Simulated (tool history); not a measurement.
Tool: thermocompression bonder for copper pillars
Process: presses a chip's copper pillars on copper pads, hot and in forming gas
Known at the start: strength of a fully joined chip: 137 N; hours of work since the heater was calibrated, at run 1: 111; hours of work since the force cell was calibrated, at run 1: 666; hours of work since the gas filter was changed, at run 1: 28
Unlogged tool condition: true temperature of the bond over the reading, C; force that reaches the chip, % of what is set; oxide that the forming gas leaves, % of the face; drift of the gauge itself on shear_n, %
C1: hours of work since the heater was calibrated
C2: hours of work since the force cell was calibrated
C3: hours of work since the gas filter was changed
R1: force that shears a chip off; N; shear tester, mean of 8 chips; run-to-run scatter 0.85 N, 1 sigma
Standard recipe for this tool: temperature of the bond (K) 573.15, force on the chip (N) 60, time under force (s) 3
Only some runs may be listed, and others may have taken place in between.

Run 1, hour 0: usual settings; C1 111; C2 666; C3 28. Result: R1 63.7 N.
Run 2, hour 8.2: usual settings but time under force (s) 4; C1 115; C2 669; C3 31. Result: R1 71.6 N.
Run 3, hour 17.1: usual settings but force on the chip (N) 63; C1 119; C2 673; C3 35. Result: R1 64.9 N.
Run 4, hour 23.4: usual settings; C1 122; C2 676; C3 38. Result: R1 62.6 N.
Run 5, hour 36.2: usual settings; C1 127; C2 682; C3 43. Result: R1 64.6 N.
Run 6, hour 45.5: usual settings; C1 131; C2 686; C3 48. Result: R1 63.3 N.
Run 7, hour 56.6: usual settings; C1 136; C2 691; C3 52. Result: R1 65.1 N.
Run 8, hour 66.3: usual settings; C1 140; C2 695; C3 57. Result: R1 65.2 N.
Run 9, hour 76.9: usual settings; C1 145; C2 700; C3 61. Result: R1 62.6 N.
Run 10, hour 84.9: usual settings; C1 149; C2 703; C3 65. Result: R1 63.8 N.
Run 11, hour 91.3: usual settings; C1 151; C2 706; C3 68. Result: R1 63.6 N.
At hour 94: heater calibrated with a thermocouple chip.
Run 12, hour 106.4: usual settings but temperature of the bond (K) 567.15, force on the chip (N) 88; C1 5; C2 712; C3 73. Result: R1 72.8 N.
Run 13, hour 113.4: usual settings but temperature of the bond (K) 564.15; C1 9; C2 715; C3 77. Result: R1 55.1 N.
Run 14, hour 123.2: usual settings but temperature of the bond (K) 557.15; C1 13; C2 719; C3 81. Result: R1 49.4 N.
At hour 130.7: heater calibrated with a thermocouple chip, once more.
Run 15, hour 132.9: usual settings but temperature of the bond (K) 602.15, time under force (s) 4; C1 1; C2 723; C3 84. Result: R1 94.4 N.
Run 16, hour 146.1: usual settings but temperature of the bond (K) 602.15, time under force (s) 4; C1 7; C2 728; C3 90. Result: R1 95.1 N.
Run 17, hour 156: usual settings but temperature of the bond (K) 602.15, time under force (s) 4; C1 11; C2 733; C3 94. Result: R1 93.6 N.
Run 18, hour 168.2: usual settings but temperature of the bond (K) 581.15, force on the chip (N) 65, time under force (s) 4; C1 17; C2 738; C3 100. Result: R1 79 N.
Run 19, hour 177: usual settings but temperature of the bond (K) 581.15, force on the chip (N) 55, time under force (s) 4; C1 20; C2 742; C3 104. Result: R1 70.8 N.
Run 20, hour 182.6: usual settings but force on the chip (N) 84; C1 23; C2 744; C3 106. Result: R1 75.8 N.
Run 21, hour 193: usual settings but temperature of the bond (K) 601.15, force on the chip (N) 84; C1 27; C2 749; C3 111. Result: R1 98.5 N.
Run 22, hour 201.1: usual settings but temperature of the bond (K) 601.15, force on the chip (N) 84; C1 31; C2 753; C3 114. Result: R1 95.9 N.

Here are 4 independent what-if runs from the current tool condition. What would each one return?
Run A, hour 213.5: usual settings but temperature of the bond (K) 551.15, time under force (s) 4; C1 36; C2 758; C3 120. Result: R1 ?.
Run B, hour 213.5: usual settings but temperature of the bond (K) 549.15, force on the chip (N) 52; C1 36; C2 758; C3 120. Result: R1 ?.
Run C, hour 213.5: usual settings but temperature of the bond (K) 565.15, force on the chip (N) 80, time under force (s) 2; C1 36; C2 758; C3 120. Result: R1 ?.
Run D, hour 213.5: usual settings but temperature of the bond (K) 550.15, time under force (s) 4; C1 36; C2 758; C3 120. Result: R1 ?.

run    R1
  A  50.6
  B  39.1
  C  58.1
  D    48
With the hidden condition removed and each run's random variation left untouched, the same runs would have given:
run    R1
  A  56.6
  B  43.9
  C  64.9
  D  53.9

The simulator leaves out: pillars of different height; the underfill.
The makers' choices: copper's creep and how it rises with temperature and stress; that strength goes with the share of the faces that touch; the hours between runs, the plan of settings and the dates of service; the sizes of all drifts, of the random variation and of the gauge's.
